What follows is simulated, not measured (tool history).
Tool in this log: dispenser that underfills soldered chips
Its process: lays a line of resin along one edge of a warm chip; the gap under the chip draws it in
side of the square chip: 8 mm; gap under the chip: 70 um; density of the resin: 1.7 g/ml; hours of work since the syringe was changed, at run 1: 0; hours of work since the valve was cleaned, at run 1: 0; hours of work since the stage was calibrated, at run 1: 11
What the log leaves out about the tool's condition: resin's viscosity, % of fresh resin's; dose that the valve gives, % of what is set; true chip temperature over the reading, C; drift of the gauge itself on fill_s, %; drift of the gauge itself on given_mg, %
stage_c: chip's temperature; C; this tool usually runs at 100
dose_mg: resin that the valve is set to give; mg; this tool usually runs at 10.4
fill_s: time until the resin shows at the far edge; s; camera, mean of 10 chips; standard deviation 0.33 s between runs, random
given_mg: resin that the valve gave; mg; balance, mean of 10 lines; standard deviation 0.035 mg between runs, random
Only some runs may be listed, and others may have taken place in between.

| run | day | stage_c | dose_mg | hours of work since the syringe was changed | hours of work since the valve was cleaned | hours of work since the stage was calibrated | fill_s | given_mg |
|---|---|---|---|---|---|---|---|---|
| 1 | 0.000 | 100 | 10.4 | 0 | 0 | 11 | 13.6 | 10.48 |
| 2 | 0.425 | 100 | 9.5 | 8 | 8 | 18 | 19.3 | 9.45 |
|  | 0.467 | new syringe of resin |
|  | 0.958 | new syringe of resin |
| 3 | 0.962 | 100 | 9.5 | 0 | 17 | 27 | 13.4 | 9.43 |
| 4 | 1.367 | 100 | 9.5 | 7 | 24 | 34 | 17.6 | 9.37 |
|  | 1.442 | new syringe of resin |
| 5 | 1.758 | 100 | 9.5 | 6 | 31 | 41 | 17.4 | 9.31 |
|  | 1.921 | new syringe of resin |
| 6 | 2.317 | 100 | 9.5 | 7 | 40 | 51 | 18.9 | 9.25 |
|  | 2.412 | new syringe of resin |
| 7 | 2.862 | 100 | 9.5 | 8 | 50 | 60 | 19.7 | 9.17 |
|  | 2.921 | new syringe of resin |
| 8 | 3.146 | 100 | 9.5 | 4 | 55 | 65 | 16.7 | 9.21 |
|  | 3.392 | new syringe of resin |
|  | 3.550 | dispensing valve cleaned and set on the balance |
| 9 | 3.688 | 100 | 9.5 | 5 | 2 | 73 | 16.3 | 9.49 |
|  | 3.942 | new syringe of resin |
| 10 | 4.225 | 100 | 9.5 | 5 | 12 | 83 | 16.9 | 9.45 |
|  | 4.450 | new syringe of resin |
| 11 | 4.692 | 100 | 9.1 | 4 | 20 | 91 | 16.4 | 8.94 |
|  | 4.950 | new syringe of resin |
| 12 | 5.067 | 100 | 9.8 | 2 | 26 | 97 | 14.8 | 9.63 |
|  | 5.429 | new syringe of resin |
| 13 | 5.583 | 111 | 10.4 | 3 | 35 | 106 | 9.7 | 10.14 |
|  | 5.917 | new syringe of resin |
| 14 | 6.192 | 111 | 10.4 | 5 | 46 | 117 | 10.9 | 10.09 |
|  | 6.408 | new syringe of resin |
| 15 | 6.462 | 111 | 10.4 | 1 | 50 | 121 | 9.3 | 10.04 |
| 16 | 6.808 | 111 | 10.4 | 7 | 56 | 127 | 12.2 | 9.98 |
|  | 6.888 | new syringe of resin |
|  | 7.142 | dispensing valve cleaned and set on the balance |
| 17 | 7.200 | 113 | 10.4 | 5 | 1 | 133 | 9.9 | 10.38 |
|  | 7.404 | new syringe of resin |
| 18 | 7.754 | 113 | 10.4 | 6 | 11 | 143 | 10.7 | 10.33 |
|  | 7.908 | new syringe of resin |
|  | 8.408 | new syringe of resin |
| 19 | 8.412 | 95 | 10.4 | 0 | 22 | 154 | 16.0 | 10.31 |
|  | 8.917 | new syringe of resin |
| 20 | 8.996 | 102 | 10.8 | 1 | 32 | 164 | 12.6 | 10.58 |
| 21 | 9.304 | 101 | 11.2 | 7 | 37 | 169 | 17.5 | 10.95 |
|  | 9.412 | new syringe of resin |
|  | 9.917 | new syringe of resin |
| 22 | 9.917 | 98 | 12.4 | 0 | 48 | 180 | 13.8 | 12.00 |
|  | 10.417 | new syringe of resin |
| 23 | 10.546 | 88 | 12.4 | 2 | 59 | 191 | 22.4 | 11.81 |
|  | 10.729 | dispensing valve cleaned and set on the balance |
| 24 | 10.862 | 102 | 12.5 | 7 | 2 | 196 | 16.6 | 12.46 |
|  | 10.967 | new syringe of resin |
|  | 11.471 | new syringe of resin |
| 25 | 11.500 | 103 | 9.9 | 1 | 13 | 206 | 12.1 | 9.89 |
|  | 11.958 | new syringe of resin |
| 26 | 12.062 | 103 | 9.9 | 2 | 23 | 216 | 12.5 | 9.75 |
|  | 12.450 | new syringe of resin |
| 27 | 12.450 | 101 | 13.5 | 0 | 30 | 223 | 11.7 | 13.15 |
|  | 12.942 | new syringe of resin |
| 28 | 13.067 | 93 | 12.0 | 2 | 40 | 233 | 19.1 | 11.63 |
|  | 13.433 | new syringe of resin |
| 29 | 13.504 | 97 | 12.0 | 1 | 48 | 241 | 15.7 | 11.60 |
| 30 | 13.817 | 97 | 12.0 | 7 | 53 | 246 | 20.8 | 11.57 |
|  | 13.908 | new syringe of resin |
|  | 14.321 | dispensing valve cleaned and set on the balance |
|  | 14.438 | new syringe of resin |
| 31 | 14.467 | 105 | 10.1 | 1 | 2 | 257 | 11.9 | 10.09 |

What differs in the tool's unlogged condition from the final listed run ahead of each entry between runs to the first listed run following it?
Runs 2 to 3: new syringe of resin (day 0.467); new syringe of resin (day 0.958)
  resin's viscosity, % of fresh resin's: 147.8 -> 99.2; dose that the valve gives, % of what is set: 99.69 -> 99.12; true chip temperature over the reading, C: 0.01 -> -0.03
  what was measured, less what the result would be without the hidden state, fill_s: +6.2 -> -0.1 s; given_mg: -0.03 -> -0.09 mg
Runs 4 to 5: new syringe of resin (day 1.442)
  resin's viscosity, % of fresh resin's: 139.5 -> 130.4; dose that the valve gives, % of what is set: 98.62 -> 98.17; true chip temperature over the reading, C: -0.07 -> -0.1
  what was measured, less what the result would be without the hidden state, fill_s: +5.2 -> +4.2 s; given_mg: -0.13 -> -0.18 mg
Runs 5 to 6: new syringe of resin (day 1.921)
  resin's viscosity, % of fresh resin's: 130.4 -> 139.3; dose that the valve gives, % of what is set: 98.17 -> 97.57; true chip temperature over the reading, C: -0.1 -> -0.15
  what was measured, less what the result would be without the hidden state, fill_s: +4.2 -> +5.5 s; given_mg: -0.18 -> -0.23 mg
Runs 6 to 7: new syringe of resin (day 2.412)
  resin's viscosity, % of fresh resin's: 139.3 -> 146.9; dose that the valve gives, % of what is set: 97.57 -> 96.89; true chip temperature over the reading, C: -0.15 -> -0.19
  what was measured, less what the result would be without the hidden state, fill_s: +5.5 -> +6.6 s; given_mg: -0.23 -> -0.29 mg
Runs 7 to 8: new syringe of resin (day 2.921)
  resin's viscosity, % of fresh resin's: 146.9 -> 123.7; dose that the valve gives, % of what is set: 96.89 -> 96.59; true chip temperature over the reading, C: -0.19 -> -0.21
  what was measured, less what the result would be without the hidden state, fill_s: +6.6 -> +3.5 s; given_mg: -0.29 -> -0.32 mg
Runs 8 to 9: new syringe of resin (day 3.392); dispensing valve cleaned and set on the balance (day 3.550)
  resin's viscosity, % of fresh resin's: 123.7 -> 125; dose that the valve gives, % of what is set: 96.59 -> 99.72; true chip temperature over the reading, C: -0.21 -> -0.26
  what was measured, less what the result would be without the hidden state, fill_s: +3.5 -> +3.4 s; given_mg: -0.32 -> -0.03 mg
Runs 9 to 10: new syringe of resin (day 3.942)
  resin's viscosity, % of fresh resin's: 125 -> 123.9; dose that the valve gives, % of what is set: 99.72 -> 99.07; true chip temperature over the reading, C: -0.26 -> -0.3
  what was measured, less what the result would be without the hidden state, fill_s: +3.4 -> +3.4 s; given_mg: -0.03 -> -0.09 mg
Runs 10 to 11: new syringe of resin (day 4.450)
  resin's viscosity, % of fresh resin's: 123.9 -> 122.4; dose that the valve gives, % of what is set: 99.07 -> 98.54; true chip temperature over the reading, C: -0.3 -> -0.34
  what was measured, less what the result would be without the hidden state, fill_s: +3.4 -> +3.3 s; given_mg: -0.09 -> -0.13 mg
Runs 11 to 12: new syringe of resin (day 4.950)
  resin's viscosity, % of fresh resin's: 122.4 -> 110; dose that the valve gives, % of what is set: 98.54 -> 98.08; true chip temperature over the reading, C: -0.34 -> -0.37
  what was measured, less what the result would be without the hidden state, fill_s: +3.3 -> +1.6 s; given_mg: -0.13 -> -0.18 mg
Runs 12 to 13: new syringe of resin (day 5.429)
  resin's viscosity, % of fresh resin's: 110 -> 112.7; dose that the valve gives, % of what is set: 98.08 -> 97.49; true chip temperature over the reading, C: -0.37 -> -0.42
  what was measured, less what the result would be without the hidden state, fill_s: +1.6 -> +1.3 s; given_mg: -0.18 -> -0.26 mg
Runs 13 to 14: new syringe of resin (day 5.917)
  resin's viscosity, % of fresh resin's: 112.7 -> 125.9; dose that the valve gives, % of what is set: 97.49 -> 96.81; true chip temperature over the reading, C: -0.42 -> -0.47
  what was measured, less what the result would be without the hidden state, fill_s: +1.3 -> +2.5 s; given_mg: -0.26 -> -0.33 mg
Runs 14 to 15: new syringe of resin (day 6.408)
  resin's viscosity, % of fresh resin's: 125.9 -> 104.7; dose that the valve gives, % of what is set: 96.81 -> 96.51; true chip temperature over the reading, C: -0.47 -> -0.49
  what was measured, less what the result would be without the hidden state, fill_s: +2.5 -> +0.6 s; given_mg: -0.33 -> -0.36 mg
Runs 16 to 17: new syringe of resin (day 6.888); dispensing valve cleaned and set on the balance (day 7.142)
  resin's viscosity, % of fresh resin's: 140 -> 123.5; dose that the valve gives, % of what is set: 96.12 -> 99.86; true chip temperature over the reading, C: -0.52 -> -0.54
  what was measured, less what the result would be without the hidden state, fill_s: +3.7 -> +2.1 s; given_mg: -0.40 -> -0.02 mg
Runs 17 to 18: new syringe of resin (day 7.404)
  resin's viscosity, % of fresh resin's: 123.5 -> 134.2; dose that the valve gives, % of what is set: 99.86 -> 99.17; true chip temperature over the reading, C: -0.54 -> -0.59
  what was measured, less what the result would be without the hidden state, fill_s: +2.1 -> +2.9 s; given_mg: -0.02 -> -0.09 mg
Runs 18 to 19: new syringe of resin (day 7.908); new syringe of resin (day 8.408)
  resin's viscosity, % of fresh resin's: 134.2 -> 99.3; dose that the valve gives, % of what is set: 99.17 -> 98.41; true chip temperature over the reading, C: -0.59 -> -0.64
  what was measured, less what the result would be without the hidden state, fill_s: +2.9 -> +0.3 s; given_mg: -0.09 -> -0.17 mg
Runs 19 to 20: new syringe of resin (day 8.917)
  resin's viscosity, % of fresh resin's: 99.3 -> 107; dose that the valve gives, % of what is set: 98.41 -> 97.72; true chip temperature over the reading, C: -0.64 -> -0.69
  what was measured, less what the result would be without the hidden state, fill_s: +0.3 -> +1.2 s; given_mg: -0.17 -> -0.24 mg
Runs 21 to 22: new syringe of resin (day 9.412); new syringe of resin (day 9.917)
  resin's viscosity, % of fresh resin's: 138.6 -> 101.7; dose that the valve gives, % of what is set: 97.37 -> 96.63; true chip temperature over the reading, C: -0.72 -> -0.77
  what was measured, less what the result would be without the hidden state, fill_s: +5.3 -> +0.7 s; given_mg: -0.29 -> -0.42 mg
Runs 22 to 23: new syringe of resin (day 10.417)
  resin's viscosity, % of fresh resin's: 101.7 -> 110.5; dose that the valve gives, % of what is set: 96.63 -> 95.9; true chip temperature over the reading, C: -0.77 -> -0.83
  what was measured, less what the result would be without the hidden state, fill_s: +0.7 -> +3.0 s; given_mg: -0.42 -> -0.51 mg
Runs 23 to 24: dispensing valve cleaned and set on the balance (day 10.729)
  resin's viscosity, % of fresh resin's: 110.5 -> 139.3; dose that the valve gives, % of what is set: 95.9 -> 99.68; true chip temperature over the reading, C: -0.83 -> -0.85
  what was measured, less what the result would be without the hidden state, fill_s: +3.0 -> +5.1 s; given_mg: -0.51 -> -0.04 mg
Runs 24 to 25: new syringe of resin (day 10.967); new syringe of resin (day 11.471)
  resin's viscosity, % of fresh resin's: 139.3 -> 101.1; dose that the valve gives, % of what is set: 99.68 -> 98.87; true chip temperature over the reading, C: -0.85 -> -0.9
  what was measured, less what the result would be without the hidden state, fill_s: +5.1 -> +0.6 s; given_mg: -0.04 -> -0.11 mg
Runs 25 to 26: new syringe of resin (day 11.958)
  resin's viscosity, % of fresh resin's: 101.1 -> 107.4; dose that the valve gives, % of what is set: 98.87 -> 98.25; true chip temperature over the reading, C: -0.9 -> -0.95
  what was measured, less what the result would be without the hidden state, fill_s: +0.6 -> +1.3 s; given_mg: -0.11 -> -0.18 mg
Runs 26 to 27: new syringe of resin (day 12.450)
  resin's viscosity, % of fresh resin's: 107.4 -> 98.9; dose that the valve gives, % of what is set: 98.25 -> 97.79; true chip temperature over the reading, C: -0.95 -> -0.98
  what was measured, less what the result would be without the hidden state, fill_s: +1.3 -> +0.3 s; given_mg: -0.18 -> -0.30 mg
Runs 27 to 28: new syringe of resin (day 12.942)
  resin's viscosity, % of fresh resin's: 98.9 -> 110.9; dose that the valve gives, % of what is set: 97.79 -> 97.09; true chip temperature over the reading, C: -0.98 -> -1.03
  what was measured, less what the result would be without the hidden state, fill_s: +0.3 -> +2.7 s; given_mg: -0.30 -> -0.35 mg
Runs 28 to 29: new syringe of resin (day 13.433)
  resin's viscosity, % of fresh resin's: 110.9 -> 105.6; dose that the valve gives, % of what is set: 97.09 -> 96.61; true chip temperature over the reading, C: -1.03 -> -1.07
  what was measured, less what the result would be without the hidden state, fill_s: +2.7 -> +1.4 s; given_mg: -0.35 -> -0.40 mg
Runs 30 to 31: new syringe of resin (day 13.908); dispensing valve cleaned and set on the balance (day 14.321); new syringe of resin (day 14.438)
  resin's viscosity, % of fresh resin's: 136.9 -> 104.3; dose that the valve gives, % of what is set: 96.23 -> 99.81; true chip temperature over the reading, C: -1.09 -> -1.14
  what was measured, less what the result would be without the hidden state, fill_s: +6.0 -> +1.0 s; given_mg: -0.45 -> -0.02 mg

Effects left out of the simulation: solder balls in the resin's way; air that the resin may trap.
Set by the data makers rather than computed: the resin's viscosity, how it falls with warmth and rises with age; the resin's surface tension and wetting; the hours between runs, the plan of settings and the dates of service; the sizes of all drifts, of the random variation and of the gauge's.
